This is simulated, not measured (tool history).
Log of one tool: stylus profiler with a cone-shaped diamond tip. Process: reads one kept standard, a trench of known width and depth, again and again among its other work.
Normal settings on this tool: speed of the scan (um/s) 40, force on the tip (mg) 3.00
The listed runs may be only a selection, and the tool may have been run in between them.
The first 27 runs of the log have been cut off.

run,hour,speed of the scan (um/s),force on the tip (mg),depth of the trench (Å),width of the trench's floor (um)
28,2213.2,66,6.94,10327.4,25.88
29,2304.4,42,3.15,10193.0,25.91
30,2370.6,42,3.15,10191.5,25.90
31,2436.1,145,1.20,10102.1,25.45
32,2493.7,28,1.44,10116.0,25.88
33,2590.5,28,1.44,10112.2,25.85
# hour 2637.0: height scale calibrated on a step standard
34,2637.0,107,1.18,10099.0,25.59
35,2710.2,40,3.22,10196.5,25.86

3 options for the next run, each taken on its own from the tool as it stands now. Forecast them:
A,2774.1,76,3.22,?,?
B,2774.1,79,1.93,?,?
C,2774.1,11,3.00,?,?

run,depth of the trench (Å),width of the trench's floor (um)
A,10193.6,25.83
B,10138.5,25.71
C,10185.7,25.91
Without the tool's hidden state the same runs would have given:
run,depth of the trench (Å),width of the trench's floor (um)
A,10193.6,25.86
B,10138.4,25.74
C,10185.7,25.94
